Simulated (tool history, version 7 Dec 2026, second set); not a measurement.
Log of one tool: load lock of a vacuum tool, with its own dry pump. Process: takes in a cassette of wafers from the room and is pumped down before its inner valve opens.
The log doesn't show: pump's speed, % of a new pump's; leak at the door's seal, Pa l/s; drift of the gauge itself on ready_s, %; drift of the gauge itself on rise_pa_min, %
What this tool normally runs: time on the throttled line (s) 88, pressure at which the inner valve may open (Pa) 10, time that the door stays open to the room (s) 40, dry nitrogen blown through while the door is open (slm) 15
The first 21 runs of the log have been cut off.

run	hour	time on the throttled line (s)	pressure at which the inner valve may open (Pa)	time that the door stays open to the room (s)	dry nitrogen blown through while the door is open (slm)	hours that the pump has run since its overhaul	times that the door has closed on its seal	incoming humidity of the room's air, %	time from the closed door until the inner valve may open (s)	rise of the pressure with all valves shut (Pa/min)
22	5743.4	88	10	40	11	12678	2647	48.3	138.7	0.043
23	6058.4	174	8	40	11	12993	3964	46.4	210.4	0.044
24	6328.2	58	8	40	8	13262	5092	41.9	111.7	0.039
25	6671.5	75	10	58	8	13606	6527	46	123.5	0.054
26	6985	75	10	58	8	13919	7838	47.9	125.2	0.064
27	7308.9	127	10	109	7	14243	9192	46.6	168.6	0.08
28	7588.8	127	10	109	7	14523	10362	43.4	169.9	0.074
29	7801.1	88	12	76	15	14735	11250	44.8	134.7	0.047
30	8020.7	88	12	76	15	14955	12168	42.9	134.9	0.048
31	8348.4	46	7	112	14	15283	13538	43.8	103.6	0.06
32	8517.9	155	7	120	14	15452	14247	46.5	196.1	0.068
33	8681.3	88	14	40	15	15616	14930	43.1	134	0.038
34	8966.1	88	19	81	5	15900	16120	42.5	132.1	0.067
35	9269.8	88	19	81	5	16204	17390	44.5	131.8	0.064
36	9667.6	136	8	33	4	16602	19053	48.6	178.5	0.045
37	9838.6	136	8	33	4	16773	19768	42.6	180	0.043

Below are 4 alternative next runs, each starting from the tool's condition after run 37. Predict each:
A	10009	88	10	29	15	16943	20481	44	?	?
B	10009	164	10	45	15	16943	20481	45.5	?	?
C	10009	88	10	102	13	16943	20481	42.5	?	?
D	10009	88	10	42	10	16943	20481	45.7	?	?

run	time from the closed door until the inner valve may open (s)	rise of the pressure with all valves shut (Pa/min)
A	136.3	0.036
B	197.4	0.041
C	136.2	0.056
D	136.8	0.038
Had the tool no hidden state, the same runs would have come out as:
run	time from the closed door until the inner valve may open (s)	rise of the pressure with all valves shut (Pa/min)
A	136.2	0.036
B	197.3	0.041
C	136.1	0.056
D	136.7	0.038
